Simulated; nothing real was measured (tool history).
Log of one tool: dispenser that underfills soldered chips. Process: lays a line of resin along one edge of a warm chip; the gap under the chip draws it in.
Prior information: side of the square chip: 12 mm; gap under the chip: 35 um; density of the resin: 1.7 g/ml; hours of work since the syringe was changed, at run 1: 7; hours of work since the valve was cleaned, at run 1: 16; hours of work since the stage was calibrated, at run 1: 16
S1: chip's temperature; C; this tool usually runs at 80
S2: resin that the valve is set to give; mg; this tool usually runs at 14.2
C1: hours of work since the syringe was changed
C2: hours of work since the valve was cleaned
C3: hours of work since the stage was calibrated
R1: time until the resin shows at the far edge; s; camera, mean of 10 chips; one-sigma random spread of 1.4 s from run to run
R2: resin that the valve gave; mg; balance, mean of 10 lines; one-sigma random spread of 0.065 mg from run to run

Run 1, hour 0: usual settings; C1 7; C2 16; C3 16. Result: R1 227.8 s, R2 14.03 mg.
At hour 6.9: new syringe of resin.
Run 2, hour 9.3: usual settings; C1 2; C2 22; C3 22. Result: R1 155.2 s, R2 13.96 mg.
At hour 24.3: new syringe of resin.
Run 3, hour 25.9: usual settings; C1 1; C2 32; C3 32. Result: R1 148.2 s, R2 13.77 mg.
Run 4, hour 32.7: usual settings; C1 5; C2 36; C3 36. Result: R1 210 s, R2 13.79 mg.
At hour 40.9: new syringe of resin.
Run 5, hour 49.3: usual settings but S2 12.3 mg; C1 5; C2 47; C3 47. Result: R1 210.3 s, R2 11.81 mg.
At hour 57.6: new syringe of resin.
Run 6, hour 57.6: usual settings but S2 18.5 mg; C1 0; C2 52; C3 52. Result: R1 132.2 s, R2 17.7 mg.
At hour 63.7: dispensing valve cleaned and set on the balance.
Run 7, hour 73.4: usual settings but S2 18.5 mg; C1 10; C2 6; C3 61. Result: R1 273.8 s, R2 18.34 mg.
At hour 76: new syringe of resin.
Run 8, hour 85.8: usual settings but S2 18.5 mg; C1 6; C2 14; C3 69. Result: R1 216.8 s, R2 18.35 mg.
At hour 93.2: new syringe of resin.
Run 9, hour 93.6: usual settings but S2 18.5 mg; C1 0; C2 19; C3 74. Result: R1 139 s, R2 18.23 mg.
Run 10, hour 101.6: usual settings but S2 18.5 mg; C1 5; C2 24; C3 79. Result: R1 205.2 s, R2 18.11 mg.
At hour 110.1: new syringe of resin.
Run 11, hour 110.3: usual settings; C1 0; C2 29; C3 85. Result: R1 136.1 s, R2 13.86 mg.
Run 12, hour 119.8: usual settings; C1 6; C2 35; C3 91. Result: R1 216.3 s, R2 13.71 mg.
At hour 127.4: new syringe of resin.
Run 13, hour 132.1: usual settings; C1 3; C2 43; C3 98. Result: R1 175.3 s, R2 13.66 mg.
Run 14, hour 140: usual settings; C1 8; C2 48; C3 103. Result: R1 256.6 s, R2 13.56 mg.
At hour 144.6: new syringe of resin.
At hour 152.6: dispensing valve cleaned and set on the balance.
Run 15, hour 156.7: usual settings; C1 7; C2 3; C3 113. Result: R1 236 s, R2 14.07 mg.
At hour 162.9: new syringe of resin.
Run 16, hour 173.6: usual settings; C1 7; C2 13; C3 124. Result: R1 223.4 s, R2 14.02 mg.
At hour 179.7: new syringe of resin.
Run 17, hour 187.7: usual settings; C1 5; C2 22; C3 133. Result: R1 195.9 s, R2 13.96 mg.
At hour 197.5: new syringe of resin.
Run 18, hour 202.4: usual settings; C1 3; C2 31; C3 142. Result: R1 171.4 s, R2 13.9 mg.
At hour 214.6: new syringe of resin.
Run 19, hour 215.9: usual settings but S1 82 C, S2 18 mg; C1 1; C2 40; C3 150. Result: R1 126.2 s, R2 17.38 mg.
At hour 232: new syringe of resin.
Run 20, hour 232.6: usual settings but S1 82 C, S2 18 mg; C1 0; C2 50; C3 161. Result: R1 122.7 s, R2 17.25 mg.
At hour 241.2: dispensing valve cleaned and set on the balance.
Run 21, hour 246.6: usual settings but S1 67 C; C1 9; C2 3; C3 169. Result: R1 487 s, R2 14.25 mg.

Expected results for the next run?
At hour 250.7: new syringe of resin.
Run 22, hour 258.2: usual settings but S1 65 C, S2 16.7 mg; C1 5; C2 11; C3 177. Result: R1 ?, R2 ?.

R1: 379.9 s
R2: 16.63 mg
Take away the tool's hidden state, keep the run-to-run variation as it was, and the same run would have given R1 286.1 s, R2 16.75 mg.
